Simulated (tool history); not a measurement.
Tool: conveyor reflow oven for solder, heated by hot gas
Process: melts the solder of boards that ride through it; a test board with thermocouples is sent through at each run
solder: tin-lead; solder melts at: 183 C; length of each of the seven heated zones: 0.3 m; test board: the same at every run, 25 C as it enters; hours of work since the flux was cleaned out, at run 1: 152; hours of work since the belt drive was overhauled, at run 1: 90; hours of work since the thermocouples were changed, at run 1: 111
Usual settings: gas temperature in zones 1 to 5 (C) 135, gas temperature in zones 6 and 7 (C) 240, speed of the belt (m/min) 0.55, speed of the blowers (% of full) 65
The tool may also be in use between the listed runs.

run,hour,gas temperature in zones 1 to 5 (C),gas temperature in zones 6 and 7 (C),speed of the belt (m/min),speed of the blowers (% of full),hours of work since the flux was cleaned out,hours of work since the belt drive was overhauled,hours of work since the thermocouples were changed,highest temperature of the board (C),time above the solder's melting point (s)
1,0,135,240,0.55,65,152,90,111,221.96,50.9
2,11.1,135,240,0.55,65,160,99,119,222.06,51
3,30.7,135,240,0.603,65,174,113,133,218.68,44
# hour 43.2: flux residue cleaned out of gas plates and filters
4,54.8,135,251,0.55,65,8,126,147,230.53,55.8
5,72.8,135,251,0.55,65,21,139,160,230.61,55.7
6,81.3,135,251,0.55,65,27,146,166,230.65,55.8
7,97.1,135,251,0.55,58,39,157,177,227.64,54.2
8,117.7,135,251,0.55,58,54,172,192,227.73,54.2
# hour 131.9: flux residue cleaned out of gas plates and filters, once more
9,142.4,135,251,0.55,58,8,186,206,229.74,55.3
10,154.1,135,251,0.55,58,16,195,215,229.88,55.1
11,172.9,135,251,0.598,69,30,208,228,231.03,51.4
12,188,135,251,0.582,60,40,219,239,228.51,51.6
13,198.6,138,242,0.582,82,48,227,247,228.38,52.7
14,209.6,135,231,0.502,65,56,235,255,217.93,53.9
15,222.2,135,231,0.502,65,65,244,264,217.86,54.1
16,234.8,135,235,0.55,82,74,253,273,223.33,52.6
17,247.6,135,240,0.63,65,84,262,282,217.71,42
18,259.5,135,249,0.441,66,92,271,291,238.26,74.2
19,270.8,143,249,0.441,66,100,279,299,239.06,76.9

Hidden state at the last listed run before each entry between runs and at the first one after, where it differs:
Between runs 3 and 4: flux residue cleaned out of gas plates and filters (hour 43.2)
  heat that the gas passes to the board, % of a clean oven's: 95.6 -> 92.2; belt's true speed, % of the reading: 99.9 -> 99.87; true gas temperature in zones 6 and 7 over the reading, C: 0.44 -> 0.48
  measured less the result without the state, highest temperature of the board (C): -0.79 -> -1.65; time above the solder's melting point (s): -0.6 -> -0.8
Between runs 8 and 9: flux residue cleaned out of gas plates and filters, once more (hour 131.9)
  heat that the gas passes to the board, % of a clean oven's: 91.2 -> 99; belt's true speed, % of the reading: 99.76 -> 99.73; true gas temperature in zones 6 and 7 over the reading, C: 0.62 -> 0.66
  measured less the result without the state, highest temperature of the board (C): -1.65 -> +0.44; time above the solder's melting point (s): -0.8 -> +0.4
